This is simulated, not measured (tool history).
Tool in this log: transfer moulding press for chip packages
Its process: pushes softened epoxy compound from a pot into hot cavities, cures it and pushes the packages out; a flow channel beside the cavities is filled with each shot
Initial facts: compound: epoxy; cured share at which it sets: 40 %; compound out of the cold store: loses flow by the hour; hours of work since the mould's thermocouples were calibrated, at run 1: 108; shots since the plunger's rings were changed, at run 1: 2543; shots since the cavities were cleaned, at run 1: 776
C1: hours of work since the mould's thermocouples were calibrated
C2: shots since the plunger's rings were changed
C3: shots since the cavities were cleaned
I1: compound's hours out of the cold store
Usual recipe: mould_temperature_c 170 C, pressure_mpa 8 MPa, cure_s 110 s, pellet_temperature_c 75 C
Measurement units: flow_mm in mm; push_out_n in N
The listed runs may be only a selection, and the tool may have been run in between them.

{"run": 1, "hour": 0.0, "mould_temperature_c": 170, "pressure_mpa": 8, "cure_s": 110, "pellet_temperature_c": 75, "C1": 108, "C2": 2543, "C3": 776, "I1": 25.8, "flow_mm": 606, "push_out_n": 700}
{"run": 2, "hour": 30.4, "mould_temperature_c": 170, "pressure_mpa": 8, "cure_s": 97, "pellet_temperature_c": 75, "C1": 121, "C2": 2768, "C3": 1001, "I1": 26.9, "flow_mm": 599, "push_out_n": 857}
{"hour": 48.0, "done": "cavities cleaned with cleaning compound and waxed"}
{"run": 3, "hour": 51.2, "mould_temperature_c": 170, "pressure_mpa": 8, "cure_s": 97, "pellet_temperature_c": 75, "C1": 130, "C2": 2911, "C3": 24, "I1": 37.2, "flow_mm": 578, "push_out_n": 435}
{"run": 4, "hour": 87.4, "mould_temperature_c": 170, "pressure_mpa": 8, "cure_s": 110, "pellet_temperature_c": 72, "C1": 146, "C2": 3179, "C3": 292, "I1": 15.1, "flow_mm": 621, "push_out_n": 576}
{"run": 5, "hour": 122.7, "mould_temperature_c": 170, "pressure_mpa": 6.21, "cure_s": 110, "pellet_temperature_c": 75, "C1": 161, "C2": 3440, "C3": 553, "I1": 19.5, "flow_mm": 536, "push_out_n": 670}
{"run": 6, "hour": 165.0, "mould_temperature_c": 170, "pressure_mpa": 6.21, "cure_s": 110, "pellet_temperature_c": 75, "C1": 180, "C2": 3752, "C3": 865, "I1": 39.7, "flow_mm": 497, "push_out_n": 692}
{"hour": 202.2, "done": "cavities cleaned with cleaning compound and waxed"}
{"run": 7, "hour": 203.8, "mould_temperature_c": 170, "pressure_mpa": 6.21, "cure_s": 110, "pellet_temperature_c": 75, "C1": 196, "C2": 4028, "C3": 11, "I1": 43.3, "flow_mm": 485, "push_out_n": 336}
{"run": 8, "hour": 232.6, "mould_temperature_c": 170, "pressure_mpa": 6.21, "cure_s": 110, "pellet_temperature_c": 75, "C1": 209, "C2": 4241, "C3": 224, "I1": 17.4, "flow_mm": 535, "push_out_n": 513}
{"run": 9, "hour": 271.4, "mould_temperature_c": 170, "pressure_mpa": 6.21, "cure_s": 110, "pellet_temperature_c": 75, "C1": 226, "C2": 4529, "C3": 512, "I1": 15.3, "flow_mm": 536, "push_out_n": 636}
{"run": 10, "hour": 307.0, "mould_temperature_c": 176, "pressure_mpa": 8, "cure_s": 110, "pellet_temperature_c": 75, "C1": 242, "C2": 4792, "C3": 775, "I1": 45.8, "flow_mm": 533, "push_out_n": 612}
{"run": 11, "hour": 331.5, "mould_temperature_c": 170, "pressure_mpa": 8, "cure_s": 110, "pellet_temperature_c": 75, "C1": 253, "C2": 4973, "C3": 956, "I1": 9.6, "flow_mm": 614, "push_out_n": 721}
{"hour": 357.9, "done": "cavities cleaned with cleaning compound and waxed"}
{"run": 12, "hour": 362.4, "mould_temperature_c": 170, "pressure_mpa": 8, "cure_s": 110, "pellet_temperature_c": 75, "C1": 266, "C2": 5190, "C3": 33, "I1": 33.4, "flow_mm": 558, "push_out_n": 359}
{"run": 13, "hour": 388.4, "mould_temperature_c": 177, "pressure_mpa": 8, "cure_s": 110, "pellet_temperature_c": 75, "C1": 277, "C2": 5383, "C3": 226, "I1": 16.6, "flow_mm": 587, "push_out_n": 474}
{"hour": 412.9, "done": "plunger's sealing rings changed"}
{"run": 14, "hour": 428.5, "mould_temperature_c": 177, "pressure_mpa": 8, "cure_s": 110, "pellet_temperature_c": 75, "C1": 294, "C2": 115, "C3": 504, "I1": 13.1, "flow_mm": 646, "push_out_n": 553}
{"run": 15, "hour": 468.0, "mould_temperature_c": 162, "pressure_mpa": 6.04, "cure_s": 137, "pellet_temperature_c": 81, "C1": 311, "C2": 407, "C3": 796, "I1": 28.3, "flow_mm": 539, "push_out_n": 701}
{"run": 16, "hour": 509.8, "mould_temperature_c": 162, "pressure_mpa": 7.47, "cure_s": 108, "pellet_temperature_c": 84, "C1": 330, "C2": 717, "C3": 1106, "I1": 31.1, "flow_mm": 595, "push_out_n": 1050}
{"hour": 514.5, "done": "cavities cleaned with cleaning compound and waxed"}
{"run": 17, "hour": 543.4, "mould_temperature_c": 162, "pressure_mpa": 7.47, "cure_s": 108, "pellet_temperature_c": 84, "C1": 344, "C2": 954, "C3": 214, "I1": 25.9, "flow_mm": 602, "push_out_n": 790}
{"run": 18, "hour": 574.8, "mould_temperature_c": 162, "pressure_mpa": 7.47, "cure_s": 108, "pellet_temperature_c": 84, "C1": 358, "C2": 1187, "C3": 447, "I1": 12.1, "flow_mm": 633, "push_out_n": 994}
{"run": 19, "hour": 603.4, "mould_temperature_c": 162, "pressure_mpa": 7.47, "cure_s": 108, "pellet_temperature_c": 84, "C1": 370, "C2": 1398, "C3": 658, "I1": 26, "flow_mm": 598, "push_out_n": 981}
{"run": 20, "hour": 645.5, "mould_temperature_c": 170, "pressure_mpa": 8, "cure_s": 111, "pellet_temperature_c": 84, "C1": 389, "C2": 1709, "C3": 969, "I1": 24.1, "flow_mm": 612, "push_out_n": 682}
{"hour": 667.1, "done": "cavities cleaned with cleaning compound and waxed"}
{"run": 21, "hour": 692.8, "mould_temperature_c": 168, "pressure_mpa": 8, "cure_s": 110, "pellet_temperature_c": 84, "C1": 409, "C2": 2048, "C3": 190, "I1": 18.4, "flow_mm": 627, "push_out_n": 511}
{"run": 22, "hour": 720.1, "mould_temperature_c": 168, "pressure_mpa": 8, "cure_s": 110, "pellet_temperature_c": 66, "C1": 421, "C2": 2250, "C3": 392, "I1": 42, "flow_mm": 572, "push_out_n": 642}
{"run": 23, "hour": 758.1, "mould_temperature_c": 168, "pressure_mpa": 8, "cure_s": 110, "pellet_temperature_c": 66, "C1": 438, "C2": 2531, "C3": 673, "I1": 23.1, "flow_mm": 612, "push_out_n": 745}
{"run": 24, "hour": 779.2, "mould_temperature_c": 166, "pressure_mpa": 9.34, "cure_s": 101, "pellet_temperature_c": 76, "C1": 448, "C2": 2687, "C3": 829, "I1": 31.1, "flow_mm": 642, "push_out_n": 945}
{"hour": 820.2, "done": "cavities cleaned with cleaning compound and waxed"}
{"run": 25, "hour": 823.3, "mould_temperature_c": 170, "pressure_mpa": 7.83, "cure_s": 110, "pellet_temperature_c": 70, "C1": 466, "C2": 3002, "C3": 22, "I1": 40.4, "flow_mm": 560, "push_out_n": 350}
{"run": 26, "hour": 857.4, "mould_temperature_c": 170, "pressure_mpa": 7.83, "cure_s": 110, "pellet_temperature_c": 70, "C1": 481, "C2": 3254, "C3": 274, "I1": 15.1, "flow_mm": 614, "push_out_n": 562}
{"run": 27, "hour": 884.5, "mould_temperature_c": 170, "pressure_mpa": 7.2, "cure_s": 140, "pellet_temperature_c": 75, "C1": 493, "C2": 3455, "C3": 475, "I1": 14.4, "flow_mm": 587, "push_out_n": 547}

Predict each of these 5 candidate next runs independently; none follows another, all start after run 27:
{"run": "A", "hour": 910.6, "mould_temperature_c": 170, "pressure_mpa": 7.87, "cure_s": 110, "pellet_temperature_c": 80, "C1": 505, "C2": 3649, "C3": 669, "I1": 12.8, "flow_mm": "?", "push_out_n": "?"}
{"run": "B", "hour": 910.6, "mould_temperature_c": 170, "pressure_mpa": 7.2, "cure_s": 101, "pellet_temperature_c": 72, "C1": 505, "C2": 3649, "C3": 669, "I1": 46.2, "flow_mm": "?", "push_out_n": "?"}
{"run": "C", "hour": 910.6, "mould_temperature_c": 170, "pressure_mpa": 8, "cure_s": 110, "pellet_temperature_c": 70, "C1": 505, "C2": 3649, "C3": 669, "I1": 22.9, "flow_mm": "?", "push_out_n": "?"}
{"run": "D", "hour": 910.6, "mould_temperature_c": 170, "pressure_mpa": 8, "cure_s": 147, "pellet_temperature_c": 81, "C1": 505, "C2": 3649, "C3": 669, "I1": 28, "flow_mm": "?", "push_out_n": "?"}
{"run": "E", "hour": 910.6, "mould_temperature_c": 170, "pressure_mpa": 7.68, "cure_s": 140, "pellet_temperature_c": 75, "C1": 505, "C2": 3649, "C3": 669, "I1": 41.9, "flow_mm": "?", "push_out_n": "?"}

run=A flow_mm=613 push_out_n=675
run=B flow_mm=518 push_out_n=726
run=C flow_mm=601 push_out_n=643
run=D flow_mm=586 push_out_n=598
run=E flow_mm=545 push_out_n=584
Without the tool's hidden state the same runs would have given:
run=A flow_mm=654 push_out_n=332
run=B flow_mm=553 push_out_n=356
run=C flow_mm=641 push_out_n=314
run=D flow_mm=624 push_out_n=290
run=E flow_mm=581 push_out_n=282

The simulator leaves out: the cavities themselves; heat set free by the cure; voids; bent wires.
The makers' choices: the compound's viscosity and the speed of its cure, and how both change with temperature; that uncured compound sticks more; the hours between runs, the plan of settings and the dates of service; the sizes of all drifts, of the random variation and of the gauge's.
